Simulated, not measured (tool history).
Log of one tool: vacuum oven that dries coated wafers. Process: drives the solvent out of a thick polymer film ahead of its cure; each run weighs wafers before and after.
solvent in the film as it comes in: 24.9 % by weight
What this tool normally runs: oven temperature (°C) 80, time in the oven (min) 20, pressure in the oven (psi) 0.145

run 1 hour=0 | oven_temperature_(°C)=80 time_in_the_oven_(min)=20 pressure_in_the_oven_(psi)=0.145 | solvent_left_in_the_film_(%)=1.29
run 2 hour=28.6 | oven_temperature_(°C)=80 time_in_the_oven_(min)=20 pressure_in_the_oven_(psi)=0.145 | solvent_left_in_the_film_(%)=1.35
run 3 hour=55 | oven_temperature_(°C)=80 time_in_the_oven_(min)=20 pressure_in_the_oven_(psi)=0.145 | solvent_left_in_the_film_(%)=1.27
run 4 hour=74.9 | oven_temperature_(°C)=80 time_in_the_oven_(min)=20 pressure_in_the_oven_(psi)=0.145 | solvent_left_in_the_film_(%)=1.25
run 5 hour=105.1 | oven_temperature_(°C)=80 time_in_the_oven_(min)=20 pressure_in_the_oven_(psi)=0.145 | solvent_left_in_the_film_(%)=1.32
run 6 hour=122.2 | oven_temperature_(°C)=85 time_in_the_oven_(min)=20 pressure_in_the_oven_(psi)=0.145 | solvent_left_in_the_film_(%)=0.52
run 7 hour=158.8 | oven_temperature_(°C)=80 time_in_the_oven_(min)=20 pressure_in_the_oven_(psi)=0.145 | solvent_left_in_the_film_(%)=1.3
run 8 hour=194.4 | oven_temperature_(°C)=80 time_in_the_oven_(min)=20 pressure_in_the_oven_(psi)=0.145 | solvent_left_in_the_film_(%)=1.29
run 9 hour=213.6 | oven_temperature_(°C)=80 time_in_the_oven_(min)=20 pressure_in_the_oven_(psi)=0.145 | solvent_left_in_the_film_(%)=1.29
run 10 hour=238.2 | oven_temperature_(°C)=80 time_in_the_oven_(min)=20 pressure_in_the_oven_(psi)=0.145 | solvent_left_in_the_film_(%)=1.31
run 11 hour=257.9 | oven_temperature_(°C)=80 time_in_the_oven_(min)=20 pressure_in_the_oven_(psi)=0.145 | solvent_left_in_the_film_(%)=1.33
run 12 hour=292.7 | oven_temperature_(°C)=80 time_in_the_oven_(min)=27 pressure_in_the_oven_(psi)=0.145 | solvent_left_in_the_film_(%)=0.78
run 13 hour=312.2 | oven_temperature_(°C)=80 time_in_the_oven_(min)=29 pressure_in_the_oven_(psi)=0.145 | solvent_left_in_the_film_(%)=0.73
run 14 hour=342.7 | oven_temperature_(°C)=80 time_in_the_oven_(min)=20 pressure_in_the_oven_(psi)=0.181 | solvent_left_in_the_film_(%)=1.47
run 15 hour=376.1 | oven_temperature_(°C)=80 time_in_the_oven_(min)=20 pressure_in_the_oven_(psi)=0.181 | solvent_left_in_the_film_(%)=1.35
run 16 hour=398.7 | oven_temperature_(°C)=80 time_in_the_oven_(min)=20 pressure_in_the_oven_(psi)=0.181 | solvent_left_in_the_film_(%)=1.46
run 17 hour=421.1 | oven_temperature_(°C)=80 time_in_the_oven_(min)=20 pressure_in_the_oven_(psi)=0.145 | solvent_left_in_the_film_(%)=1.34
run 18 hour=444.9 | oven_temperature_(°C)=80 time_in_the_oven_(min)=20 pressure_in_the_oven_(psi)=0.145 | solvent_left_in_the_film_(%)=1.38
run 19 hour=464 | oven_temperature_(°C)=80 time_in_the_oven_(min)=20 pressure_in_the_oven_(psi)=0.145 | solvent_left_in_the_film_(%)=1.38
run 20 hour=485.4 | oven_temperature_(°C)=80 time_in_the_oven_(min)=17 pressure_in_the_oven_(psi)=0.145 | solvent_left_in_the_film_(%)=1.89
run 21 hour=512.6 | oven_temperature_(°C)=80 time_in_the_oven_(min)=17 pressure_in_the_oven_(psi)=0.145 | solvent_left_in_the_film_(%)=1.98
run 22 hour=548 | oven_temperature_(°C)=80 time_in_the_oven_(min)=17 pressure_in_the_oven_(psi)=0.145 | solvent_left_in_the_film_(%)=1.96
run 23 hour=575.7 | oven_temperature_(°C)=80 time_in_the_oven_(min)=20 pressure_in_the_oven_(psi)=0.145 | solvent_left_in_the_film_(%)=1.39
run 24 hour=594.7 | oven_temperature_(°C)=80 time_in_the_oven_(min)=20 pressure_in_the_oven_(psi)=0.145 | solvent_left_in_the_film_(%)=1.5
run 25 hour=627.4 | oven_temperature_(°C)=80 time_in_the_oven_(min)=20 pressure_in_the_oven_(psi)=0.145 | solvent_left_in_the_film_(%)=1.45
run 26 hour=644.2 | oven_temperature_(°C)=80 time_in_the_oven_(min)=20 pressure_in_the_oven_(psi)=0.145 | solvent_left_in_the_film_(%)=1.43
run 27 hour=673.2 | oven_temperature_(°C)=92 time_in_the_oven_(min)=27 pressure_in_the_oven_(psi)=0.1 | solvent_left_in_the_film_(%)=0.31
run 28 hour=704.9 | oven_temperature_(°C)=92 time_in_the_oven_(min)=27 pressure_in_the_oven_(psi)=0.1 | solvent_left_in_the_film_(%)=0.22
run 29 hour=721.8 | oven_temperature_(°C)=73 time_in_the_oven_(min)=20 pressure_in_the_oven_(psi)=0.162 | solvent_left_in_the_film_(%)=4.06
run 30 hour=754.7 | oven_temperature_(°C)=68 time_in_the_oven_(min)=20 pressure_in_the_oven_(psi)=0.268 | solvent_left_in_the_film_(%)=7.35
run 31 hour=772.6 | oven_temperature_(°C)=82 time_in_the_oven_(min)=28 pressure_in_the_oven_(psi)=0.236 | solvent_left_in_the_film_(%)=0.77
run 32 hour=794.4 | oven_temperature_(°C)=82 time_in_the_oven_(min)=28 pressure_in_the_oven_(psi)=0.236 | solvent_left_in_the_film_(%)=0.84
run 33 hour=813.9 | oven_temperature_(°C)=86 time_in_the_oven_(min)=11 pressure_in_the_oven_(psi)=0.145 | solvent_left_in_the_film_(%)=1.87
run 34 hour=834.6 | oven_temperature_(°C)=94 time_in_the_oven_(min)=19 pressure_in_the_oven_(psi)=0.145 | solvent_left_in_the_film_(%)=0.33
-- hour=854.4 oven's thermocouples calibrated
run 35 hour=866.1 | oven_temperature_(°C)=94 time_in_the_oven_(min)=16 pressure_in_the_oven_(psi)=0.458 | solvent_left_in_the_film_(%)=0.72
run 36 hour=894.1 | oven_temperature_(°C)=81 time_in_the_oven_(min)=25 pressure_in_the_oven_(psi)=0.492 | solvent_left_in_the_film_(%)=1.61
run 37 hour=931 | oven_temperature_(°C)=81 time_in_the_oven_(min)=25 pressure_in_the_oven_(psi)=0.492 | solvent_left_in_the_film_(%)=1.53
run 38 hour=949 | oven_temperature_(°C)=81 time_in_the_oven_(min)=17 pressure_in_the_oven_(psi)=0.228 | solvent_left_in_the_film_(%)=1.56
run 39 hour=968 | oven_temperature_(°C)=66 time_in_the_oven_(min)=20 pressure_in_the_oven_(psi)=0.418 | solvent_left_in_the_film_(%)=8.26
run 40 hour=1002 | oven_temperature_(°C)=66 time_in_the_oven_(min)=20 pressure_in_the_oven_(psi)=0.074 | solvent_left_in_the_film_(%)=7.47
run 41 hour=1020 | oven_temperature_(°C)=90 time_in_the_oven_(min)=19 pressure_in_the_oven_(psi)=0.074 | solvent_left_in_the_film_(%)=0.33
run 42 hour=1035.4 | oven_temperature_(°C)=90 time_in_the_oven_(min)=23 pressure_in_the_oven_(psi)=0.074 | solvent_left_in_the_film_(%)=0.31
run 43 hour=1070.1 | oven_temperature_(°C)=90 time_in_the_oven_(min)=23 pressure_in_the_oven_(psi)=0.074 | solvent_left_in_the_film_(%)=0.3
run 44 hour=1096.6 | oven_temperature_(°C)=90 time_in_the_oven_(min)=23 pressure_in_the_oven_(psi)=0.074 | solvent_left_in_the_film_(%)=0.29
run 45 hour=1115.7 | oven_temperature_(°C)=76 time_in_the_oven_(min)=24 pressure_in_the_oven_(psi)=0.117 | solvent_left_in_the_film_(%)=1.64
run 46 hour=1136 | oven_temperature_(°C)=80 time_in_the_oven_(min)=24 pressure_in_the_oven_(psi)=0.12 | solvent_left_in_the_film_(%)=0.85
run 47 hour=1159.8 | oven_temperature_(°C)=80 time_in_the_oven_(min)=30 pressure_in_the_oven_(psi)=0.145 | solvent_left_in_the_film_(%)=0.69

Measured minus without-hidden-state, run by run (identical run-to-run variation in each term; gauge scatter may differ):
Hidden conditions of the tool in this case: true wafer temperature over the reading, C; true pressure over the reading, kPa; drift of the gauge itself on solvent_pct, %.
run=1 solvent_left_in_the_film_(%)=+0.19
run=2 solvent_left_in_the_film_(%)=+0.19
run=3 solvent_left_in_the_film_(%)=+0.2
run=4 solvent_left_in_the_film_(%)=+0.21
run=5 solvent_left_in_the_film_(%)=+0.21
run=6 solvent_left_in_the_film_(%)=+0.13
run=7 solvent_left_in_the_film_(%)=+0.23
run=8 solvent_left_in_the_film_(%)=+0.23
run=9 solvent_left_in_the_film_(%)=+0.24
run=10 solvent_left_in_the_film_(%)=+0.25
run=11 solvent_left_in_the_film_(%)=+0.26
run=12 solvent_left_in_the_film_(%)=+0.19
run=13 solvent_left_in_the_film_(%)=+0.18
run=14 solvent_left_in_the_film_(%)=+0.27
run=15 solvent_left_in_the_film_(%)=+0.28
run=16 solvent_left_in_the_film_(%)=+0.29
run=17 solvent_left_in_the_film_(%)=+0.29
run=18 solvent_left_in_the_film_(%)=+0.29
run=19 solvent_left_in_the_film_(%)=+0.3
run=20 solvent_left_in_the_film_(%)=+0.37
run=21 solvent_left_in_the_film_(%)=+0.37
run=22 solvent_left_in_the_film_(%)=+0.38
run=23 solvent_left_in_the_film_(%)=+0.33
run=24 solvent_left_in_the_film_(%)=+0.34
run=25 solvent_left_in_the_film_(%)=+0.35
run=26 solvent_left_in_the_film_(%)=+0.35
run=27 solvent_left_in_the_film_(%)=+0.11
run=28 solvent_left_in_the_film_(%)=+0.1
run=29 solvent_left_in_the_film_(%)=+0.65
run=30 solvent_left_in_the_film_(%)=+0.83
run=31 solvent_left_in_the_film_(%)=+0.22
run=32 solvent_left_in_the_film_(%)=+0.23
run=33 solvent_left_in_the_film_(%)=+0.42
run=34 solvent_left_in_the_film_(%)=+0.12
run=35 solvent_left_in_the_film_(%)=+0.1
run=36 solvent_left_in_the_film_(%)=+0.15
run=37 solvent_left_in_the_film_(%)=+0.16
run=38 solvent_left_in_the_film_(%)=+0.14
run=39 solvent_left_in_the_film_(%)=+0.18
run=40 solvent_left_in_the_film_(%)=+0.2
run=41 solvent_left_in_the_film_(%)=+0.12
run=42 solvent_left_in_the_film_(%)=+0.12
run=43 solvent_left_in_the_film_(%)=+0.12
run=44 solvent_left_in_the_film_(%)=+0.13
run=45 solvent_left_in_the_film_(%)=+0.22
run=46 solvent_left_in_the_film_(%)=+0.19
run=47 solvent_left_in_the_film_(%)=+0.2
